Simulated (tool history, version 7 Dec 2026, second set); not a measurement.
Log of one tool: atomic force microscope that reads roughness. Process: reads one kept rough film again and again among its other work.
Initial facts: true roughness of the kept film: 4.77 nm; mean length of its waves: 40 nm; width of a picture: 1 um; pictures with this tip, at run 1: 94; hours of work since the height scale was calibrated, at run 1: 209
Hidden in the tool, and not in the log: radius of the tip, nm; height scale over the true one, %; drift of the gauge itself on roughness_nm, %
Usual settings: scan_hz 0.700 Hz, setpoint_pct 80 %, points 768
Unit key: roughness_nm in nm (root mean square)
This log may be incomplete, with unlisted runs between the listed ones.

run	day	scan_hz	setpoint_pct	points	pictures with this tip	hours of work since the height scale was calibrated	roughness_nm
1	0.000	0.700	80	768	94	209	3.761
2	0.567	0.700	80	768	120	218	3.723
3	1.438	0.700	80	768	161	232	3.621
4	1.846	0.700	80	768	181	239	3.583
5	2.238	0.700	76	768	199	245	3.619
6	2.933	0.700	76	768	232	256	3.534
7	3.500	0.700	76	768	258	265	3.487
8	4.092	0.700	80	768	286	275	3.397
9	4.462	0.700	59	768	304	281	3.551
# day 5.100: new tip fitted
10	5.250	0.700	80	768	7	293	3.947
11	5.646	0.700	80	768	25	299	3.913
# day 5.738: height scale calibrated on a step standard
12	6.054	0.510	80	768	43	5	3.949
13	6.617	1.074	64	636	69	14	3.911
14	7.217	1.074	64	636	97	24	3.873
15	8.088	1.074	64	636	138	38	3.805
16	8.529	1.074	64	636	159	45	3.731
17	8.925	1.379	77	878	177	51	3.440
18	9.671	2.210	80	575	213	63	3.079
19	10.075	0.700	59	768	232	69	3.691
# day 10.312: height scale calibrated on a step standard, once more
20	10.883	0.700	80	812	268	9	3.422
21	11.496	0.700	80	312	296	19	3.362
22	12.175	0.543	86	742	328	30	3.338

Alternative continuations, all from the tool just after run 22; predict every row:
# day 12.346: new tip fitted
A	12.575	1.509	70	742	11	36	?
# day 12.346: new tip fitted
B	12.575	0.547	80	316	11	36	?
# day 12.346: new tip fitted
C	12.575	1.904	87	768	11	36	?

run	roughness_nm
A	3.853
B	3.996
C	3.222
What these runs would have given with no unlogged condition in the tool:
run	roughness_nm
A	3.887
B	4.032
C	3.251
